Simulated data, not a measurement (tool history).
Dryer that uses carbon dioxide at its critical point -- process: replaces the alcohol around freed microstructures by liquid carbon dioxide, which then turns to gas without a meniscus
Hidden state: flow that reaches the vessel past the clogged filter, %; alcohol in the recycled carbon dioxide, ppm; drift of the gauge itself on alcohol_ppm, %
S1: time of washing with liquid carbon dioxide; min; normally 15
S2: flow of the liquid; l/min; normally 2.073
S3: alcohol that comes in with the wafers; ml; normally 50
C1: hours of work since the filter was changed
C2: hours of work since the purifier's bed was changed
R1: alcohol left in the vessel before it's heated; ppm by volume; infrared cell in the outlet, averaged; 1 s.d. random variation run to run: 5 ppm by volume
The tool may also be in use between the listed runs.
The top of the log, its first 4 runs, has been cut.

| run | day | S1 | S2 | S3 | C1 | C2 | R1 |
|---|---|---|---|---|---|---|---|
| 5 | 2.221 | 15 | 2.073 | 50 | 168 | 211 | 84 |
| 6 | 2.938 | 15 | 2.073 | 50 | 179 | 223 | 89 |
| 7 | 3.479 | 15 | 2.073 | 50 | 188 | 231 | 100 |
| 8 | 3.954 | 19 | 2.073 | 50 | 195 | 238 | 79 |
| 9 | 4.654 | 19 | 2.073 | 50 | 206 | 249 | 79 |
| 10 | 5.583 | 19 | 2.073 | 50 | 221 | 264 | 84 |
| 11 | 6.000 | 19 | 2.073 | 50 | 227 | 270 | 87 |
| 12 | 6.408 | 19 | 2.073 | 50 | 233 | 277 | 79 |
| 13 | 7.008 | 19 | 2.073 | 50 | 243 | 286 | 86 |
| 14 | 7.446 | 15 | 2.073 | 50 | 250 | 293 | 111 |
| 15 | 8.350 | 15 | 2.073 | 50 | 264 | 307 | 116 |
| 16 | 8.825 | 15 | 2.073 | 68 | 271 | 314 | 124 |
| 17 | 9.492 | 15 | 2.073 | 50 | 281 | 325 | 114 |
| 18 | 10.179 | 15 | 2.073 | 50 | 292 | 335 | 127 |
| 19 | 10.796 | 15 | 2.073 | 50 | 302 | 345 | 128 |
| 20 | 11.571 | 15 | 2.073 | 50 | 314 | 357 | 134 |
| 21 | 12.362 | 15 | 2.073 | 50 | 326 | 369 | 131 |
| 22 | 12.838 | 15 | 2.073 | 50 | 333 | 377 | 130 |
| 23 | 13.467 | 15 | 2.073 | 50 | 343 | 387 | 142 |
|  | 14.050 | inlet filter changed |
| 24 | 14.392 | 15 | 2.073 | 50 | 5 | 400 | 127 |

Run 25, settings as shown, results not yet in. Your forecast:
| 25 | 14.912 | 15 | 2.530 | 24 | 13 | 408 | ? |

R1: 114 ppm by volume
Without the tool's hidden state the same run would have given R1 1 ppm by volume.

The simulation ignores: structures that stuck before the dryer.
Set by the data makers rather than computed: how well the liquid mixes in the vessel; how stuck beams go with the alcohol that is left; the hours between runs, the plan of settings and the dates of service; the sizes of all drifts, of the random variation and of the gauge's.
